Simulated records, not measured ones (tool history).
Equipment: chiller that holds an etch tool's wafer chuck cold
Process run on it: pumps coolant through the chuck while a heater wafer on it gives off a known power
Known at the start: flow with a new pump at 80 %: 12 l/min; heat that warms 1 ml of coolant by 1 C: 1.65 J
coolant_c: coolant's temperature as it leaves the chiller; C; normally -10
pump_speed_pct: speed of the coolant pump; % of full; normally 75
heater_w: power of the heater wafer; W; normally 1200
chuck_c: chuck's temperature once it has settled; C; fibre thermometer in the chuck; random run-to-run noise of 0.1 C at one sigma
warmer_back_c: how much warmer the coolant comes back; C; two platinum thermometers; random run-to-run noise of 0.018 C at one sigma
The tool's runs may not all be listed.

run     day  coolant_c  pump_speed_pct  heater_w  chuck_c  warmer_back_c
  1   0.000        -10              75      1200      1.5           4.04
  2   2.679        -10              75      1200      1.4           4.03
  3   5.029        -10              75      1200      1.6           4.05
  4   7.004        -10              75      1200      1.4           4.05
  5   9.071        -10              75      1200      1.7           4.08
  6  11.804        -10              75      1200      1.5           4.06
  7  13.900        -10              75      1200      1.6           4.07
  8  16.525        -10              75      1200      1.6           4.07
  9  19.242        -10              75      1200      1.6           4.08
 10  20.550        -10              75      1200      1.5           4.06
 11  23.125        -10              75      1200      1.6           4.10
 12  25.333        -10              75      1200      1.7           4.04
 13  27.875        -10              75      1200      1.6           4.10
 14  29.804        -10              75      1200      1.9           4.07
 15  31.925        -10              75      1200      1.7           4.05
 16  34.333        -18              75      1200     -6.0           4.11
 17  36.592        -18              72      1073     -7.1           3.81
 18  38.858         -1              95       907      6.1           2.42
 19  40.233         -4              95      1413      7.1           3.83
 20  42.771         -3              87       917      4.9           2.69
 21  45.258         -6              75      1200      5.8           4.05
 22  46.621         -6              82      1200      5.0           3.72
 23  48.696        -20              62      1584     -1.4           6.59
 24  50.333        -10              61      1072      2.9           4.55
 25  52.229        -10              77      1200      1.6           4.00
 26  53.875        -10              86      1200      0.5           3.58
 27  56.658        -12              86      1200     -1.4           3.57
 28  59.317         -4              75      1200      7.9           4.10
 29  61.508        -10              93      1200     -0.2           3.31
 30  62.825        -16              68       718     -8.0           2.73
 31  64.171        -16              68       718     -8.1           2.72

5 ways to go on from here, each from the tool as it stands after run 31. What would each give?
  A  67.121        -19              85       948        ?              ?
  B  67.121        -12              68       623        ?              ?
  C  67.121        -13              93       617        ?              ?
  D  67.121        -17              98      1537        ?              ?
  E  67.121         -3              66      1302        ?              ?

run  chuck_c  warmer_back_c
  A    -10.4           2.87
  B     -5.3           2.36
  C     -7.9           1.71
  D     -5.1           4.02
  E     11.7           5.08
The same runs, with their run-to-run variation unchanged, on a tool lacking any hidden condition would have given:
run  chuck_c  warmer_back_c
  A    -11.6           2.70
  B     -6.3           2.22
  C     -8.7           1.61
  D     -6.7           3.78
  E      9.7           4.78
